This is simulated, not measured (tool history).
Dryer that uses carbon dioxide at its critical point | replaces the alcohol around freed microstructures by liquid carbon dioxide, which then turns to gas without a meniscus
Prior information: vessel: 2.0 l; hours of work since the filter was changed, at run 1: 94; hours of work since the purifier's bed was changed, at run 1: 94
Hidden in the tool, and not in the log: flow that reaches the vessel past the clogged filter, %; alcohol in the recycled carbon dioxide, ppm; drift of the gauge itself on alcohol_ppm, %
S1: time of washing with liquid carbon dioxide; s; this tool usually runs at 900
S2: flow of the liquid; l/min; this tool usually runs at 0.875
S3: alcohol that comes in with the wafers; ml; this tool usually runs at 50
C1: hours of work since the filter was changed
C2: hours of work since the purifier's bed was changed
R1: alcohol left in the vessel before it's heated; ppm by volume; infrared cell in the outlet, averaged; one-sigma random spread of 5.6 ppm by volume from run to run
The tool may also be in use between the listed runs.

run,hour,S1,S2,S3,C1,C2,R1
1,0,900,0.875,50,94,94,266
2,49.4,1020,0.875,50,130,130,191
3,78.6,1020,0.875,50,151,151,201
# hour 95.3: inlet filter changed
4,121.1,1020,0.875,50,19,181,173
5,160.3,1020,0.875,50,47,210,193
6,194.6,1020,0.875,50,73,235,202
7,248.4,1020,0.875,50,112,274,240
8,299.5,1020,0.875,50,149,312,266
# hour 317.9: inlet filter changed
9,352.8,1020,0.875,50,25,350,237
10,380.2,1020,0.875,50,45,370,242
11,416.1,1020,0.875,50,72,396,259
12,461,1020,0.875,59,104,429,322
13,490.5,1020,0.875,59,126,450,331
14,525.4,1020,0.875,59,152,476,347
# hour 542.9: inlet filter changed
15,565.8,1020,0.875,59,17,505,315
16,593,1080,0.875,50,37,525,282
17,635.4,660,0.827,50,68,556,1165
18,663.7,840,0.659,39,88,576,978
# hour 670.6: purifier's bed changed
19,720.6,1080,0.766,63,128,37,271
20,744,660,0.875,119,145,54,2097
# hour 768.7: inlet filter changed
21,781.5,660,0.875,119,9,80,1640
22,805.2,660,0.729,54,27,98,1420
23,852.8,660,0.729,35,61,132,1007
24,888.2,1380,0.875,25,87,158,83
25,918.2,780,0.875,50,109,180,498
26,946.6,900,1.156,50,130,201,140
27,977.7,960,1.24,68,153,224,125
# hour 993.8: inlet filter changed
28,1002.1,900,0.585,50,6,241,1046
29,1049.5,900,0.585,50,41,275,1119
30,1073,900,0.585,50,58,292,1133

Here are 5 independent what-if runs from the current tool condition. What would each one return?
A,1106,780,0.585,50,82,317,?
B,1106,1200,0.875,50,82,317,?
C,1106,600,0.582,106,82,317,?
D,1106,960,0.717,29,82,317,?
E,1106,720,0.875,51,82,317,?

run,R1
A,1731
B,185
C,6654
D,360
E,705
What these runs would have given with no unlogged condition in the tool:
run,R1
A,1415
B,42
C,5936
D,191
E,481

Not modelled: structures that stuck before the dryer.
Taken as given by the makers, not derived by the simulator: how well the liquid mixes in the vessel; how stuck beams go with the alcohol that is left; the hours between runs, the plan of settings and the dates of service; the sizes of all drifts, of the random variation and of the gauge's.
